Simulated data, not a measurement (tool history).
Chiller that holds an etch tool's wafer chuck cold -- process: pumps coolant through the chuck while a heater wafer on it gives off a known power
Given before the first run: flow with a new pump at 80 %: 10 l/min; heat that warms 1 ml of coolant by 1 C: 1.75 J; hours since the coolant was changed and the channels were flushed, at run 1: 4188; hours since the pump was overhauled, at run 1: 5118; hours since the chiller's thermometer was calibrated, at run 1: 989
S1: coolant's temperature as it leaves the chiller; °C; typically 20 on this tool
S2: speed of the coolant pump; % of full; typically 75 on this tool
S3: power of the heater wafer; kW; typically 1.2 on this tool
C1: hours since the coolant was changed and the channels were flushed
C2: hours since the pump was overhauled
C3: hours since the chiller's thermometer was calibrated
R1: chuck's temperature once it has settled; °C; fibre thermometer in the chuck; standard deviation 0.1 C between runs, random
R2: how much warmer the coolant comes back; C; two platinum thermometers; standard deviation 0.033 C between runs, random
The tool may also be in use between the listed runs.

{"run": 1, "hour": 0.0, "S1": 20, "S2": 75, "S3": 1.2, "C1": 4188, "C2": 5118, "C3": 989, "R1": 31.2, "R2": 4.39}
{"run": 2, "hour": 201.3, "S1": 20, "S2": 75, "S3": 1.2, "C1": 4389, "C2": 5319, "C3": 1190, "R1": 31.3, "R2": 4.39}
{"run": 3, "hour": 364.1, "S1": 20, "S2": 73, "S3": 1.2, "C1": 4552, "C2": 5482, "C3": 1353, "R1": 31.6, "R2": 4.48}
{"run": 4, "hour": 485.3, "S1": 20, "S2": 73, "S3": 1.2, "C1": 4673, "C2": 5603, "C3": 1474, "R1": 31.5, "R2": 4.5}
{"run": 5, "hour": 629.4, "S1": 20, "S2": 73, "S3": 1.2, "C1": 4817, "C2": 5747, "C3": 1618, "R1": 31.5, "R2": 4.5}
{"run": 6, "hour": 780.0, "S1": 20, "S2": 73, "S3": 1.2, "C1": 4968, "C2": 5898, "C3": 1769, "R1": 31.5, "R2": 4.53}
{"run": 7, "hour": 913.5, "S1": 20, "S2": 73, "S3": 1.2, "C1": 5101, "C2": 6031, "C3": 1903, "R1": 31.5, "R2": 4.47}
{"run": 8, "hour": 1030.6, "S1": 13, "S2": 98, "S3": 1.659, "C1": 5218, "C2": 6148, "C3": 2020, "R1": 25.2, "R2": 4.57}
{"run": 9, "hour": 1173.2, "S1": 27, "S2": 98, "S3": 1.659, "C1": 5361, "C2": 6291, "C3": 2162, "R1": 39, "R2": 4.57}
{"run": 10, "hour": 1340.9, "S1": 27, "S2": 65, "S3": 1.675, "C1": 5529, "C2": 6458, "C3": 2330, "R1": 44.8, "R2": 7.14}
{"run": 11, "hour": 1455.5, "S1": 27, "S2": 65, "S3": 1.675, "C1": 5643, "C2": 6573, "C3": 2444, "R1": 44.9, "R2": 7.11}
{"run": 12, "hour": 1590.4, "S1": 20, "S2": 75, "S3": 1.2, "C1": 5778, "C2": 6708, "C3": 2579, "R1": 31.2, "R2": 4.38}
{"run": 13, "hour": 1746.1, "S1": 26, "S2": 69, "S3": 1.2, "C1": 5934, "C2": 6864, "C3": 2735, "R1": 38.2, "R2": 4.82}

Each row is a separate what-if for the run after 13, all from the same tool condition, not one after another. Results?
{"run": "A", "hour": 1876.0, "S1": 14, "S2": 61, "S3": 1.107, "C1": 6064, "C2": 6994, "C3": 2865, "R1": "?", "R2": "?"}
{"run": "B", "hour": 1876.0, "S1": 20, "S2": 88, "S3": 0.974, "C1": 6064, "C2": 6994, "C3": 2865, "R1": "?", "R2": "?"}
{"run": "C", "hour": 1876.0, "S1": 23, "S2": 69, "S3": 0.858, "C1": 6064, "C2": 6994, "C3": 2865, "R1": "?", "R2": "?"}

run=A R1=26.3 R2=5.07
run=B R1=27.9 R2=3.02
run=C R1=31.6 R2=3.46
With the hidden condition removed and each run's random variation left untouched, the same runs would have given:
run=A R1=26.3 R2=5.07
run=B R1=27.9 R2=3.02
run=C R1=31.6 R2=3.46
